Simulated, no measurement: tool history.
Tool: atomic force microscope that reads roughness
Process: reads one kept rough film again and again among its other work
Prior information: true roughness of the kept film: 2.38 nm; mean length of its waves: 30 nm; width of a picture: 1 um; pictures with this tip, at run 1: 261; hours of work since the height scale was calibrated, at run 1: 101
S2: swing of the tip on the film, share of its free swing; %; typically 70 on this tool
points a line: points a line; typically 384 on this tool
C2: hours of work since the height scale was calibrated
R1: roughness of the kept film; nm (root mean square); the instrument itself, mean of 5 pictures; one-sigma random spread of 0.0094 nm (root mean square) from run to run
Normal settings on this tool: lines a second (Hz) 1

{"run": 1, "hour": 0.0, "lines a second (Hz)": 1, "S2": 70, "points a line": 384, "pictures with this tip": 261, "C2": 101, "R1": 2.115}
{"hour": 20.6, "done": "new tip fitted"}
{"run": 2, "hour": 69.1, "lines a second (Hz)": 1, "S2": 70, "points a line": 384, "pictures with this tip": 55, "C2": 137, "R1": 2.115}
{"run": 3, "hour": 110.7, "lines a second (Hz)": 1, "S2": 55, "points a line": 384, "pictures with this tip": 103, "C2": 159, "R1": 2.169}
{"run": 4, "hour": 177.7, "lines a second (Hz)": 1, "S2": 55, "points a line": 384, "pictures with this tip": 179, "C2": 194, "R1": 2.17}
{"run": 5, "hour": 235.9, "lines a second (Hz)": 1, "S2": 55, "points a line": 384, "pictures with this tip": 246, "C2": 225, "R1": 2.176}
{"hour": 272.7, "done": "new tip fitted"}
{"run": 6, "hour": 277.6, "lines a second (Hz)": 1, "S2": 55, "points a line": 384, "pictures with this tip": 6, "C2": 246, "R1": 2.167}
{"run": 7, "hour": 309.3, "lines a second (Hz)": 0.64, "S2": 70, "points a line": 384, "pictures with this tip": 42, "C2": 263, "R1": 2.147}
{"run": 8, "hour": 345.0, "lines a second (Hz)": 0.64, "S2": 70, "points a line": 384, "pictures with this tip": 83, "C2": 282, "R1": 2.143}
{"run": 9, "hour": 389.3, "lines a second (Hz)": 0.64, "S2": 66, "points a line": 384, "pictures with this tip": 134, "C2": 305, "R1": 2.158}
{"run": 10, "hour": 432.5, "lines a second (Hz)": 0.64, "S2": 76, "points a line": 384, "pictures with this tip": 183, "C2": 328, "R1": 2.122}
{"run": 11, "hour": 472.9, "lines a second (Hz)": 0.64, "S2": 76, "points a line": 384, "pictures with this tip": 229, "C2": 349, "R1": 2.121}
{"hour": 522.4, "done": "new tip fitted"}
{"run": 12, "hour": 535.4, "lines a second (Hz)": 0.64, "S2": 76, "points a line": 384, "pictures with this tip": 15, "C2": 381, "R1": 2.128}
{"run": 13, "hour": 590.5, "lines a second (Hz)": 0.64, "S2": 76, "points a line": 384, "pictures with this tip": 78, "C2": 410, "R1": 2.13}
{"run": 14, "hour": 628.2, "lines a second (Hz)": 0.64, "S2": 76, "points a line": 384, "pictures with this tip": 121, "C2": 430, "R1": 2.122}
{"run": 15, "hour": 685.5, "lines a second (Hz)": 0.64, "S2": 76, "points a line": 384, "pictures with this tip": 187, "C2": 460, "R1": 2.112}
{"run": 16, "hour": 733.8, "lines a second (Hz)": 1.32, "S2": 76, "points a line": 384, "pictures with this tip": 242, "C2": 485, "R1": 2.052}
{"hour": 770.5, "done": "new tip fitted"}
{"run": 17, "hour": 788.0, "lines a second (Hz)": 1.32, "S2": 76, "points a line": 384, "pictures with this tip": 20, "C2": 513, "R1": 2.053}
{"run": 18, "hour": 829.0, "lines a second (Hz)": 1.32, "S2": 76, "points a line": 384, "pictures with this tip": 67, "C2": 535, "R1": 2.042}
{"run": 19, "hour": 881.2, "lines a second (Hz)": 2.37, "S2": 70, "points a line": 433, "pictures with this tip": 127, "C2": 562, "R1": 2.01}
{"run": 20, "hour": 919.1, "lines a second (Hz)": 2.37, "S2": 70, "points a line": 433, "pictures with this tip": 170, "C2": 582, "R1": 2.005}
{"run": 21, "hour": 956.8, "lines a second (Hz)": 2.37, "S2": 70, "points a line": 433, "pictures with this tip": 213, "C2": 602, "R1": 2.015}
{"run": 22, "hour": 997.4, "lines a second (Hz)": 3.69, "S2": 70, "points a line": 627, "pictures with this tip": 260, "C2": 623, "R1": 1.908}
{"hour": 1017.1, "done": "new tip fitted"}
{"run": 23, "hour": 1049.2, "lines a second (Hz)": 3.69, "S2": 70, "points a line": 627, "pictures with this tip": 36, "C2": 650, "R1": 1.921}
{"run": 24, "hour": 1116.1, "lines a second (Hz)": 2.98, "S2": 68, "points a line": 868, "pictures with this tip": 113, "C2": 685, "R1": 1.983}
{"run": 25, "hour": 1175.1, "lines a second (Hz)": 2.98, "S2": 68, "points a line": 868, "pictures with this tip": 180, "C2": 716, "R1": 1.995}
{"run": 26, "hour": 1212.6, "lines a second (Hz)": 1.88, "S2": 70, "points a line": 349, "pictures with this tip": 223, "C2": 736, "R1": 2.037}
{"run": 27, "hour": 1256.2, "lines a second (Hz)": 1.88, "S2": 70, "points a line": 349, "pictures with this tip": 273, "C2": 758, "R1": 2.03}
{"hour": 1266.6, "done": "new tip fitted"}
{"run": 28, "hour": 1311.6, "lines a second (Hz)": 1, "S2": 71, "points a line": 547, "pictures with this tip": 52, "C2": 787, "R1": 2.118}
{"run": 29, "hour": 1366.5, "lines a second (Hz)": 1, "S2": 71, "points a line": 547, "pictures with this tip": 114, "C2": 816, "R1": 2.128}
{"run": 30, "hour": 1406.7, "lines a second (Hz)": 1, "S2": 71, "points a line": 547, "pictures with this tip": 160, "C2": 837, "R1": 2.111}
{"run": 31, "hour": 1448.7, "lines a second (Hz)": 1, "S2": 86, "points a line": 724, "pictures with this tip": 208, "C2": 859, "R1": 2.029}
{"run": 32, "hour": 1493.1, "lines a second (Hz)": 1, "S2": 86, "points a line": 724, "pictures with this tip": 259, "C2": 882, "R1": 2.026}
{"hour": 1514.9, "done": "new tip fitted"}
{"run": 33, "hour": 1554.9, "lines a second (Hz)": 0.7, "S2": 59, "points a line": 384, "pictures with this tip": 46, "C2": 914, "R1": 2.176}
{"run": 34, "hour": 1602.1, "lines a second (Hz)": 0.85, "S2": 85, "points a line": 585, "pictures with this tip": 100, "C2": 939, "R1": 2.059}
{"run": 35, "hour": 1637.6, "lines a second (Hz)": 1, "S2": 57, "points a line": 837, "pictures with this tip": 141, "C2": 958, "R1": 2.173}

Each row is a separate what-if for the run after 35, all from the same tool condition, not one after another. Results?
{"run": "A", "hour": 1685.1, "lines a second (Hz)": 2.44, "S2": 58, "points a line": 837, "pictures with this tip": 195, "C2": 983, "R1": "?"}
{"run": "B", "hour": 1685.1, "lines a second (Hz)": 1, "S2": 73, "points a line": 837, "pictures with this tip": 195, "C2": 983, "R1": "?"}
{"run": "C", "hour": 1685.1, "lines a second (Hz)": 2.05, "S2": 57, "points a line": 565, "pictures with this tip": 195, "C2": 983, "R1": "?"}
{"run": "D", "hour": 1685.1, "lines a second (Hz)": 2.42, "S2": 72, "points a line": 437, "pictures with this tip": 195, "C2": 983, "R1": "?"}
{"run": "E", "hour": 1685.1, "lines a second (Hz)": 1.58, "S2": 57, "points a line": 535, "pictures with this tip": 195, "C2": 983, "R1": "?"}

run=A R1=2.119
run=B R1=2.101
run=C R1=2.119
run=D R1=1.984
run=E R1=2.144
Had the tool no hidden state, the same runs would have come out as:
run=A R1=2.123
run=B R1=2.105
run=C R1=2.123
run=D R1=1.988
run=E R1=2.148

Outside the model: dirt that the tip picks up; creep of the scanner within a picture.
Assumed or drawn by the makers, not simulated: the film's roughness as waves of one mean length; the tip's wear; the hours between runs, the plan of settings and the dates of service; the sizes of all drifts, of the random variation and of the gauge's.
